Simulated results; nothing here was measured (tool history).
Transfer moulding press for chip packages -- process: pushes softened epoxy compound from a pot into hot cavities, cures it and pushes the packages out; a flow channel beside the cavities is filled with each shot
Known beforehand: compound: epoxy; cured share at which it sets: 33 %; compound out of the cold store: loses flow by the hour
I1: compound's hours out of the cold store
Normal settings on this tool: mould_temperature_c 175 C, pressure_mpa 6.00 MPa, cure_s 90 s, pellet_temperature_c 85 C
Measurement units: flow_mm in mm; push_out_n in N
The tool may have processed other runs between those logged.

Run 1, hour 0.0: usual settings; I1 32.0. Result: flow_mm 894 mm, push_out_n 355 N.
Run 2, hour 9.3: usual settings; I1 31.4. Result: flow_mm 894 mm, push_out_n 410 N.
At hour 25.7: cavities cleaned with cleaning compound and waxed.
Run 3, hour 30.3: usual settings but mould_temperature_c 176 C; I1 28.4. Result: flow_mm 905 mm, push_out_n 329 N.
Run 4, hour 42.0: usual settings but mould_temperature_c 176 C; I1 42.2. Result: flow_mm 848 mm, push_out_n 377 N.
Run 5, hour 52.8: usual settings but pellet_temperature_c 89 C; I1 33.3. Result: flow_mm 872 mm, push_out_n 462 N.
At hour 58.4: cavities cleaned with cleaning compound and waxed.
Run 6, hour 67.0: usual settings but pellet_temperature_c 89 C; I1 39.7. Result: flow_mm 847 mm, push_out_n 362 N.
Run 7, hour 76.8: usual settings but mould_temperature_c 173 C, pellet_temperature_c 89 C; I1 42.5. Result: flow_mm 841 mm, push_out_n 449 N.
At hour 91.9: cavities cleaned with cleaning compound and waxed.
Run 8, hour 97.9: usual settings but mould_temperature_c 173 C, pellet_temperature_c 89 C; I1 33.7. Result: flow_mm 872 mm, push_out_n 396 N.
Run 9, hour 114.2: usual settings but mould_temperature_c 173 C, pellet_temperature_c 89 C; I1 17.8. Result: flow_mm 913 mm, push_out_n 497 N.
At hour 124.6: cavities cleaned with cleaning compound and waxed.
Run 10, hour 124.6: usual settings but mould_temperature_c 173 C, pellet_temperature_c 89 C; I1 19.6. Result: flow_mm 898 mm, push_out_n 340 N.
Run 11, hour 133.0: usual settings but mould_temperature_c 183 C; I1 47.8. Result: flow_mm 790 mm, push_out_n 287 N.
Run 12, hour 149.2: usual settings but pellet_temperature_c 88 C; I1 37.4. Result: flow_mm 843 mm, push_out_n 457 N.
At hour 159.7: plunger's sealing rings changed.
At hour 161.2: cavities cleaned with cleaning compound and waxed.
Run 13, hour 162.7: usual settings; I1 12.4. Result: flow_mm 977 mm, push_out_n 325 N.
Run 14, hour 172.7: usual settings but pressure_mpa 7.26 MPa, cure_s 84 s, pellet_temperature_c 90 C; I1 23.2. Result: flow_mm 1017 mm, push_out_n 466 N.
Run 15, hour 191.4: usual settings but mould_temperature_c 171 C, pressure_mpa 5.88 MPa, cure_s 84 s, pellet_temperature_c 90 C; I1 16.2. Result: flow_mm 955 mm, push_out_n 746 N.
At hour 194.0: cavities cleaned with cleaning compound and waxed.
Run 16, hour 209.8: usual settings but mould_temperature_c 171 C, pressure_mpa 7.34 MPa, cure_s 84 s, pellet_temperature_c 95 C; I1 15.2. Result: flow_mm 1064 mm, push_out_n 629 N.
At hour 226.3: cavities cleaned with cleaning compound and waxed.
Run 17, hour 230.0: usual settings but mould_temperature_c 171 C, pressure_mpa 7.34 MPa, cure_s 84 s, pellet_temperature_c 95 C; I1 11.2. Result: flow_mm 1074 mm, push_out_n 514 N.
Run 18, hour 242.1: usual settings but mould_temperature_c 171 C, pressure_mpa 7.34 MPa, cure_s 84 s, pellet_temperature_c 95 C; I1 40.1. Result: flow_mm 960 mm, push_out_n 586 N.
Run 19, hour 254.9: usual settings but mould_temperature_c 170 C, pellet_temperature_c 88 C; I1 23.9. Result: flow_mm 919 mm, push_out_n 698 N.
At hour 259.1: cavities cleaned with cleaning compound and waxed.
Run 20, hour 266.9: usual settings but mould_temperature_c 170 C, pellet_temperature_c 88 C; I1 46.8. Result: flow_mm 848 mm, push_out_n 478 N.
Run 21, hour 285.4: usual settings but mould_temperature_c 181 C, pellet_temperature_c 79 C; I1 15.0. Result: flow_mm 899 mm, push_out_n 403 N.
At hour 292.3: cavities cleaned with cleaning compound and waxed.
Run 22, hour 302.3: usual settings but mould_temperature_c 181 C, pellet_temperature_c 79 C; I1 24.9. Result: flow_mm 871 mm, push_out_n 319 N.
Run 23, hour 314.8: usual settings but mould_temperature_c 179 C, cure_s 101 s, pellet_temperature_c 79 C; I1 11.8. Result: flow_mm 916 mm, push_out_n 370 N.
At hour 325.8: cavities cleaned with cleaning compound and waxed.
Run 24, hour 326.8: usual settings but mould_temperature_c 168 C, pressure_mpa 5.18 MPa, cure_s 101 s, pellet_temperature_c 79 C; I1 26.3. Result: flow_mm 834 mm, push_out_n 407 N.
At hour 344.5: plunger's sealing rings changed.
Run 25, hour 348.0: usual settings but mould_temperature_c 168 C, pressure_mpa 5.18 MPa, cure_s 101 s, pellet_temperature_c 79 C; I1 10.4. Result: flow_mm 933 mm, push_out_n 593 N.

Consider 3 possible next runs. They are alternatives, not a sequence: every one starts from the tool as it was left by run 25. What does each give?
At hour 360.9: cavities cleaned with cleaning compound and waxed.
Run A, hour 366.2: usual settings but mould_temperature_c 168 C, pressure_mpa 5.18 MPa, cure_s 101 s, pellet_temperature_c 84 C; I1 30.6. Result: flow_mm ?, push_out_n ?.
At hour 360.9: cavities cleaned with cleaning compound and waxed.
Run B, hour 366.2: usual settings but mould_temperature_c 169 C, cure_s 70 s, pellet_temperature_c 83 C; I1 22.9. Result: flow_mm ?, push_out_n ?.
At hour 360.9: cavities cleaned with cleaning compound and waxed.
Run C, hour 366.2: usual settings but mould_temperature_c 179 C, pressure_mpa 5.95 MPa, cure_s 101 s, pellet_temperature_c 79 C; I1 16.7. Result: flow_mm ?, push_out_n ?.

run  flow_mm  push_out_n
  A      857         417
  B      958         926
  C      937         265
With the hidden condition removed and each run's random variation left untouched, the same runs would have given:
run  flow_mm  push_out_n
  A      862         351
  B      964         788
  C      943         231
